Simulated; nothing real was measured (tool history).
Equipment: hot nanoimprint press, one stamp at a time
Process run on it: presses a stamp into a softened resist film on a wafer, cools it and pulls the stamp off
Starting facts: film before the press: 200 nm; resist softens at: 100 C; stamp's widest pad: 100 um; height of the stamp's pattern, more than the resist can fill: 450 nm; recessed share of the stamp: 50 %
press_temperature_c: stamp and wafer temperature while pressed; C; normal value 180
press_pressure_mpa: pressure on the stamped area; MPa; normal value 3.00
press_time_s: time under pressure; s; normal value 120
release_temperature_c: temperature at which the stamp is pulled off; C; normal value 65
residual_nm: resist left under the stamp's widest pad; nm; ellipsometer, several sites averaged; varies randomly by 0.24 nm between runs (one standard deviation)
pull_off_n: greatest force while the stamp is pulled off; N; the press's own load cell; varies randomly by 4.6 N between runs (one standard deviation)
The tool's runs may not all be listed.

| run | hour | press_temperature_c | press_pressure_mpa | press_time_s | release_temperature_c | residual_nm | pull_off_n |
|---|---|---|---|---|---|---|---|
| 1 | 0.0 | 180 | 3.00 | 120 | 65 | 71.8 | 226 |
| 2 | 11.5 | 180 | 4.58 | 120 | 65 | 57.3 | 226 |
| 3 | 25.8 | 180 | 4.58 | 120 | 65 | 57.2 | 227 |
| 4 | 39.2 | 180 | 4.58 | 120 | 65 | 57.0 | 221 |
| 5 | 55.2 | 180 | 4.58 | 120 | 65 | 57.7 | 220 |
| 6 | 72.0 | 180 | 4.58 | 120 | 65 | 57.2 | 227 |
| 7 | 84.5 | 180 | 4.58 | 120 | 65 | 57.5 | 225 |
| 8 | 94.3 | 168 | 3.39 | 211 | 63 | 78.7 | 237 |
| 9 | 110.3 | 183 | 2.01 | 87 | 50 | 92.1 | 284 |
| 10 | 126.8 | 191 | 3.00 | 120 | 64 | 53.5 | 230 |
| 11 | 138.3 | 190 | 4.01 | 120 | 65 | 47.1 | 223 |
| 12 | 149.1 | 180 | 3.00 | 218 | 65 | 56.7 | 227 |
| 13 | 175.6 | 189 | 1.94 | 74 | 70 | 85.6 | 208 |

Put back what was entered between runs (1 entry, withheld): which listed runs does each sit between, and how does the hidden state differ from the listed run before to the listed run after?
Run 12 -> run 13: stamp cleaned and given a new release coat (hour 167.7)
  grip of the stamp's worn release coat, % over a new coat's: 0.8 -> 0
